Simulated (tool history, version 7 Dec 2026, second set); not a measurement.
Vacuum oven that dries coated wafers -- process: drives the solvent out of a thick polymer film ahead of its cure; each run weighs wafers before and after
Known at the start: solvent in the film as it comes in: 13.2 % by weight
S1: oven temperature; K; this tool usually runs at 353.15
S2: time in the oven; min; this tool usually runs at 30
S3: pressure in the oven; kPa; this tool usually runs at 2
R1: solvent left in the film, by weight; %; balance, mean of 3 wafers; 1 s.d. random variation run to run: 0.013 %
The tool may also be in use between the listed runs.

run    hour      S1  S2    S3    R1
  1       0  353.15  30     2  1.94
  2    96.1  353.15  30     2  1.95
  3   179.9  353.15  30     2  1.95
  4   254.1  353.15  30  2.62  2.32
  5   376.8  353.15  30  2.62  2.29
  6   484.1  353.15  30  2.62   2.3
  7   571.1  353.15  30  2.62   2.3
  8   669.1  353.15  30     2  1.93
  9   784.6  353.15  30     2  1.94
 10   860.3  353.15  30     2  1.92
 11   972.2  353.15  30     2  1.94
 12  1089.2  353.15  30  2.13  1.99
 13    1214  353.15  30  2.13  1.97
 14  1301.9  353.15  30  2.13  1.99
     1309.2  -- oven's thermocouples calibrated
 15    1374  353.15  30   2.6  2.57
 16  1501.8  353.15  30   2.6  2.57
 17  1608.6  353.15  30     1  1.57
     1639.5  -- vacuum gauge cleaned of residue and calibrated
 18  1690.2  353.15  30     1  1.46
 19  1767.6  353.15  30     1  1.43
 20  1848.4  353.15  30     1  1.44
 21  1958.1  344.15  30     1  3.36
 22  2053.2  353.15  30   1.3  1.61
 23  2148.8  353.15  52  6.39  4.15
 24  2225.6  353.15  38  3.25  2.43
 25  2292.9  365.15  27     2  0.91
 26  2372.5  361.15  27  7.61  3.72
 27    2486  361.15  27  7.61  3.71
 28  2572.9  345.15  18   1.4  5.08
 29  2683.5  360.15  18  1.95  1.81
 30  2798.6  360.15  18  1.95  1.82
 31    2885  360.15  17  1.95   1.9
 32  3014.2  357.15  30  4.06  2.53
 33  3107.6  357.15  30  4.06   2.5
 34    3173  352.15  30  3.63  3.17
 35  3226.1  364.15  30  4.18  1.81
 36  3328.6  367.15  27  2.83  1.12

Predict the results of run 37:
 37  3413  363.15  22  2.42   ?

R1: 1.32 %
Take away the tool's hidden state, keep the run-to-run variation as it was, and the same run would have given R1 1.38 %.

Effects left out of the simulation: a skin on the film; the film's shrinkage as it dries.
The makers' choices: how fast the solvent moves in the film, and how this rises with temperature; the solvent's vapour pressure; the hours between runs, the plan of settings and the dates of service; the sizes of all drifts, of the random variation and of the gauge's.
